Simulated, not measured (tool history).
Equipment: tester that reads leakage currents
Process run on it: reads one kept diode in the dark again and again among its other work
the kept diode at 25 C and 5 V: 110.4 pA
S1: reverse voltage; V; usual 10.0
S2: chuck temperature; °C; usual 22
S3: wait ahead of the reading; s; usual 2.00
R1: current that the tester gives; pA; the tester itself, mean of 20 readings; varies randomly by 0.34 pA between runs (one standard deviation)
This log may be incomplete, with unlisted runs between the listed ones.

Run 1, day 0.000: usual settings. Result: R1 112.71 pA.
Run 2, day 3.258: usual settings but S3 0.49 s. Result: R1 115.98 pA.
Run 3, day 5.612: usual settings but S3 0.49 s. Result: R1 115.97 pA.
Run 4, day 10.208: usual settings but S2 46 °C. Result: R1 782.44 pA.
Run 5, day 14.046: usual settings but S2 46 °C. Result: R1 784.31 pA.
Run 6, day 18.646: usual settings. Result: R1 112.58 pA.
Run 7, day 20.754: usual settings but S3 2.58 s. Result: R1 112.57 pA.
Run 8, day 23.583: usual settings but S3 2.58 s. Result: R1 112.63 pA.
Run 9, day 26.562: usual settings but S3 3.53 s. Result: R1 112.01 pA.
Run 10, day 30.192: usual settings but S3 3.53 s. Result: R1 112.55 pA.
Run 11, day 34.800: usual settings but S3 3.53 s. Result: R1 111.94 pA.
At day 35.367: chuck's temperature calibrated.
Run 12, day 37.171: usual settings but S1 2.7 V, S3 3.53 s. Result: R1 67.34 pA.
Run 13, day 40.608: usual settings but S1 2.7 V, S3 3.53 s. Result: R1 67.30 pA.
Run 14, day 43.392: usual settings but S2 33 °C. Result: R1 284.48 pA.
Run 15, day 46.938: usual settings but S2 33 °C. Result: R1 285.51 pA.
Run 16, day 50.942: usual settings. Result: R1 112.79 pA.
Run 17, day 55.667: usual settings. Result: R1 112.86 pA.
Run 18, day 57.938: usual settings but S2 45 °C. Result: R1 728.42 pA.
Run 19, day 62.404: usual settings but S2 45 °C. Result: R1 724.97 pA.
Run 20, day 67.338: usual settings but S2 29 °C. Result: R1 205.21 pA.
Run 21, day 72.467: usual settings but S2 29 °C. Result: R1 204.45 pA.
Run 22, day 75.658: usual settings but S2 43 °C, S3 0.38 s. Result: R1 630.78 pA.
Run 23, day 80.388: usual settings but S2 20 °C, S3 2.92 s. Result: R1 94.41 pA.
Run 24, day 85.467: usual settings but S2 20 °C, S3 2.92 s. Result: R1 95.14 pA.
Run 25, day 87.817: usual settings but S2 31 °C, S3 1.95 s. Result: R1 242.49 pA.
Run 26, day 91.471: usual settings but S2 31 °C, S3 1.95 s. Result: R1 241.05 pA.
Run 27, day 95.229: usual settings but S2 31 °C, S3 1.95 s. Result: R1 243.01 pA.
Run 28, day 98.583: usual settings but S2 35 °C, S3 0.41 s. Result: R1 337.80 pA.
Run 29, day 101.675: usual settings but S2 35 °C, S3 0.41 s. Result: R1 339.07 pA.
Run 30, day 106.646: usual settings but S1 10.7 V, S3 1.09 s. Result: R1 117.10 pA.
Run 31, day 109.983: usual settings but S1 3.9 V, S2 59 °C, S3 0.66 s. Result: R1 1387.39 pA.
Run 32, day 113.404: usual settings but S1 1.3 V, S2 24 °C, S3 5.32 s. Result: R1 59.54 pA.

Predict the results of run 33:
Run 33, day 118.088: usual settings but S1 19.5 V, S2 59 °C, S3 1.05 s. Result: R1 ?.

Run 33 produced R1 2605.08 pA.
Minus the tool's unlogged condition, the same run would have read R1 2607.10 pA.

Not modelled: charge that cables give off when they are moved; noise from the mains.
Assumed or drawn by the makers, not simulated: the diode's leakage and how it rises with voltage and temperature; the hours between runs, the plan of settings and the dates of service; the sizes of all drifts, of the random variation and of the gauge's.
